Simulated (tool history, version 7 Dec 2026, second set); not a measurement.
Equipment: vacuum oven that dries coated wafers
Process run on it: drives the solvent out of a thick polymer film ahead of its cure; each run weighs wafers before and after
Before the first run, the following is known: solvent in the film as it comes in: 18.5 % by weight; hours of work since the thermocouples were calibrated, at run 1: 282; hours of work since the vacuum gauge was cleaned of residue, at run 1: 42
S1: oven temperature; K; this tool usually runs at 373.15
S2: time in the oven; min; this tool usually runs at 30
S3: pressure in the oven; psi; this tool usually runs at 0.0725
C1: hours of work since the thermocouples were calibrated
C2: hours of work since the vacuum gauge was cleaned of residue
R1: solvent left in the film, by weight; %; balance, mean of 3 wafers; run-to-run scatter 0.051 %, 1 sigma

run,hour,S1,S2,S3,C1,C2,R1
1,0,373.15,30,0.0725,282,42,0.95
2,12.7,373.15,30,0.0725,288,48,0.94
3,19.5,373.15,30,0.2483,291,51,1.4
4,29.7,373.15,30,0.0725,296,56,0.85
5,38.4,362.15,30,0.0725,300,60,3.6
6,48.4,373.15,30,0.1598,305,65,1.12
7,57.2,387.15,30,0.0725,309,69,0.15
8,67.8,387.15,30,0.0725,314,74,0.18
9,75.4,387.15,30,0.0725,318,77,0.16
10,88.5,371.15,27,0.2342,324,83,1.9
11,100.1,373.15,23,0.1273,329,89,1.93
12,113.1,373.15,23,0.1004,335,95,1.8
13,121.7,373.15,15,0.2229,339,99,3.86
14,131.1,387.15,18,0.0725,343,103,0.36
15,137.9,373.15,17,0.0619,347,106,2.9
16,144.5,373.15,17,0.0619,350,109,2.94
17,153.8,377.15,33,0.2428,354,114,0.8

What if the next run were any one of these 5? Each begins from the tool's condition after run 17:
A,169.6,374.15,24,0.2337,361,121,?
B,169.6,358.15,30,0.038,361,121,?
C,169.6,372.15,17,0.0821,361,121,?
D,169.6,377.15,27,0.2428,361,121,?
E,169.6,377.15,38,0.1687,361,121,?

run,R1
A,1.75
B,4.92
C,3.21
D,0.97
E,0.49
What these runs would have given with no unlogged condition in the tool:
run,R1
A,1.64
B,4.71
C,3.04
D,0.89
E,0.45
